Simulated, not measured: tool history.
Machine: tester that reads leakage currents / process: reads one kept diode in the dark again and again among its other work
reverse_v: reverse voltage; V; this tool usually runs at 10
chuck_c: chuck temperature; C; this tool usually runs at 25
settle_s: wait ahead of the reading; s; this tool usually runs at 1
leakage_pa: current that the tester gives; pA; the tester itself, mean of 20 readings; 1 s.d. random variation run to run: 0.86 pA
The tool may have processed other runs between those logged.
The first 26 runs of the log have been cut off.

run	hour	reverse_v	chuck_c	settle_s	hours of work since the probe card was cleaned	hours of work since the tester was calibrated	hours of work since the chuck was calibrated	leakage_pa
27	1622.1	10	21	1	3374	2529	232	233
# hour 1668.5: probe card cleaned and baked
28	1696.3	10	42	1	20	2579	283	1291.56
29	1780.7	9.2	26	1	80	2640	343	337.12
30	1825.8	9.2	48	0.86	112	2672	375	2020.67
31	1876.7	10	36	1.84	149	2708	411	838.46
32	1961.2	10	36	1.84	209	2769	472	858.61
33	2000.1	1.1	33	9.52	237	2796	500	189.47
# hour 2010: chuck's temperature calibrated
34	2052.3	10	33	9.52	273	2832	30	573.47
35	2096.7	17.7	58	3.72	304	2864	62	5600.95

Forecast each of these 5 alternatives for the next run:
A	2167.1	4.9	46	0.55	355	2914	112	?
B	2167.1	15.3	37	3.72	355	2914	112	?
C	2167.1	5.1	33	7.62	355	2914	112	?
D	2167.1	17.7	57	3.72	355	2914	112	?
E	2167.1	3.3	25	1	355	2914	112	?

run	leakage_pa
A	1109.83
B	1045.01
C	399.02
D	5267.84
E	156.89
With no hidden state in the tool, these same runs would have given:
run	leakage_pa
A	1077.04
B	1009.36
C	385.02
D	5129.09
E	150.74

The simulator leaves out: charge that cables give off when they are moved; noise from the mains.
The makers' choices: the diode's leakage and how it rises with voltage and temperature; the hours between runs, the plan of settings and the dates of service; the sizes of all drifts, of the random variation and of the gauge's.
